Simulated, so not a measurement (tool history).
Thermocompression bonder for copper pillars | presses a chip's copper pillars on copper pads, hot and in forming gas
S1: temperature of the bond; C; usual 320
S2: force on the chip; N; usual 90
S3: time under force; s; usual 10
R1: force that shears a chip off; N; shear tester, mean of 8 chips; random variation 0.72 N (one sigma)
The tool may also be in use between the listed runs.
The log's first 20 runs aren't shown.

run 21 hour=630 | S1=320 S2=120 S3=8 | R1=65.7
run 22 hour=677.4 | S1=315 S2=114 S3=10 | R1=62.8
run 23 hour=713.1 | S1=315 S2=114 S3=10 | R1=62.3
run 24 hour=737.8 | S1=315 S2=114 S3=10 | R1=63
run 25 hour=762.2 | S1=315 S2=114 S3=10 | R1=62.5
run 26 hour=807 | S1=320 S2=125 S3=8 | R1=64.1
run 27 hour=848.4 | S1=306 S2=64 S3=19 | R1=38.2
run 28 hour=878.6 | S1=321 S2=80 S3=10 | R1=44.6
run 29 hour=917.8 | S1=329 S2=75 S3=7 | R1=39.6
run 30 hour=948 | S1=323 S2=90 S3=29 | R1=77.2
run 31 hour=994.4 | S1=314 S2=90 S3=10 | R1=44.8
-- hour=1023.6 forming gas filter changed
run 32 hour=1029.7 | S1=336 S2=75 S3=10 | R1=55.1
run 33 hour=1053.1 | S1=336 S2=75 S3=10 | R1=54.7
run 34 hour=1089.3 | S1=317 S2=119 S3=18 | R1=82.5
run 35 hour=1118.2 | S1=343 S2=119 S3=24 | R1=113.6
run 36 hour=1146.1 | S1=296 S2=85 S3=14 | R1=38.9
run 37 hour=1171.3 | S1=322 S2=56 S3=15 | R1=36.8
run 38 hour=1196.3 | S1=316 S2=100 S3=5 | R1=41
run 39 hour=1225.9 | S1=344 S2=91 S3=5 | R1=54.7
run 40 hour=1261.5 | S1=337 S2=64 S3=13 | R1=49.6

3 ways to go on from here, each from the tool as it stands after run 40. What would each give?
run A hour=1289.1 | S1=327 S2=55 S3=12 | R1=?
run B hour=1289.1 | S1=294 S2=91 S3=26 | R1=?
run C hour=1289.1 | S1=334 S2=95 S3=8 | R1=?

run=A R1=35.4
run=B R1=48.7
run=C R1=59.1
Without the tool's hidden state the same runs would have given:
run=A R1=36.7
run=B R1=51
run=C R1=61.4

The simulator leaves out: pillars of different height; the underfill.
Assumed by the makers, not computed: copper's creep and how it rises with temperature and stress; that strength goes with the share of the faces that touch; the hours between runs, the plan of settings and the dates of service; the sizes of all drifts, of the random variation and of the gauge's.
